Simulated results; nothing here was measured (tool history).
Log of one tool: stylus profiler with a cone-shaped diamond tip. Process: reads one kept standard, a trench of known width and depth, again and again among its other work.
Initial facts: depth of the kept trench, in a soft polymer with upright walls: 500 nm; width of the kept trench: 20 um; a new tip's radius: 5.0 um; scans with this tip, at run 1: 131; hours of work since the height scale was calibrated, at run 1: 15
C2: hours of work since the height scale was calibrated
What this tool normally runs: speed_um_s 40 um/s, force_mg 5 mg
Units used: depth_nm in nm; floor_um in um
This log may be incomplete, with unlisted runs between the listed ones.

Run 1, hour 0: usual settings; scans with this tip 131; C2 15. Result: depth_nm 506.52 nm, floor_um 15.49 um.
Run 2, hour 12.6: usual settings; scans with this tip 188; C2 22. Result: depth_nm 506.38 nm, floor_um 15.5 um.
Run 3, hour 23.7: usual settings; scans with this tip 239; C2 28. Result: depth_nm 506.13 nm, floor_um 15.5 um.
Run 4, hour 36.2: usual settings; scans with this tip 296; C2 35. Result: depth_nm 506.41 nm, floor_um 15.42 um.
Run 5, hour 49.4: usual settings but speed_um_s 68 um/s; scans with this tip 357; C2 42. Result: depth_nm 506.41 nm, floor_um 15.37 um.
Run 6, hour 56.1: usual settings but speed_um_s 18 um/s; scans with this tip 388; C2 46. Result: depth_nm 506.23 nm, floor_um 15.55 um.

Run 7 is up next; what results do you expect?
Run 7, hour 62.5: usual settings but speed_um_s 18 um/s; scans with this tip 417; C2 49. Result: depth_nm ?, floor_um ?.

Run 7 produced depth_nm 506.56 nm, floor_um 15.5 um.
On a tool with no hidden condition, and with the same random variation, this run would have come out at depth_nm 506.65 nm, floor_um 15.53 um.
